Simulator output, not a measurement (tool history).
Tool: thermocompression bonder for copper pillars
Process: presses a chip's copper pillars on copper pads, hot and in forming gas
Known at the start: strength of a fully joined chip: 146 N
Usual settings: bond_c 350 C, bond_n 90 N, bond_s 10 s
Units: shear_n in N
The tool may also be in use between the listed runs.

run	hour	bond_c	bond_n	bond_s	shear_n
1	0.0	350	90	10	75.4
2	29.2	350	90	10	75.9
3	57.7	350	79	10	69.1
4	105.4	350	79	10	68.1
5	158.7	350	79	10	68.2
# hour 185.5: forming gas filter changed
6	193.1	350	90	10	75.5
7	230.9	350	90	10	75.3
8	270.1	350	90	10	75.5
9	314.2	350	84	10	71.8
10	337.8	350	90	6	63.2
11	381.9	350	90	10	75.6
12	406.7	350	90	23	97.8
13	439.1	350	90	23	96.4
14	496.9	350	57	10	53.1
15	536.2	350	90	16	87.6
16	559.9	350	90	16	88.6
17	591.2	350	130	16	109.1
18	615.2	350	130	16	107.4
19	661.2	350	130	16	109.2
20	696.1	334	90	10	65.7
21	743.5	371	90	10	88.9
22	769.9	359	90	25	104.9
23	799.7	359	90	25	105.4
24	833.0	379	57	11	68.9
25	882.8	379	57	14	76.2
26	914.9	379	62	14	81.2
27	960.6	342	114	14	92.4
28	999.7	342	76	24	84.0
29	1037.2	321	65	15	52.2
30	1094.8	321	65	15	52.1
31	1152.8	334	73	9	53.7
32	1181.1	334	73	9	53.2
# hour 1191.2: forming gas filter changed
33	1207.1	350	69	13	68.1
34	1246.4	350	90	5	58.9
35	1270.2	332	58	10	45.4
36	1295.0	353	87	10	75.3
37	1323.9	361	87	7	71.1
38	1347.6	376	67	8	69.5
39	1382.1	336	65	15	60.9

Forecast each of these 4 alternatives for the next run:
A	1424.2	350	90	13	?
B	1424.2	330	55	15	?
C	1424.2	336	84	22	?
D	1424.2	323	113	15	?

run	shear_n
A	82.3
B	49.4
C	82.7
D	81.7
Without the tool's hidden state the same runs would have given:
run	shear_n
A	82.1
B	49.3
C	82.5
D	81.5

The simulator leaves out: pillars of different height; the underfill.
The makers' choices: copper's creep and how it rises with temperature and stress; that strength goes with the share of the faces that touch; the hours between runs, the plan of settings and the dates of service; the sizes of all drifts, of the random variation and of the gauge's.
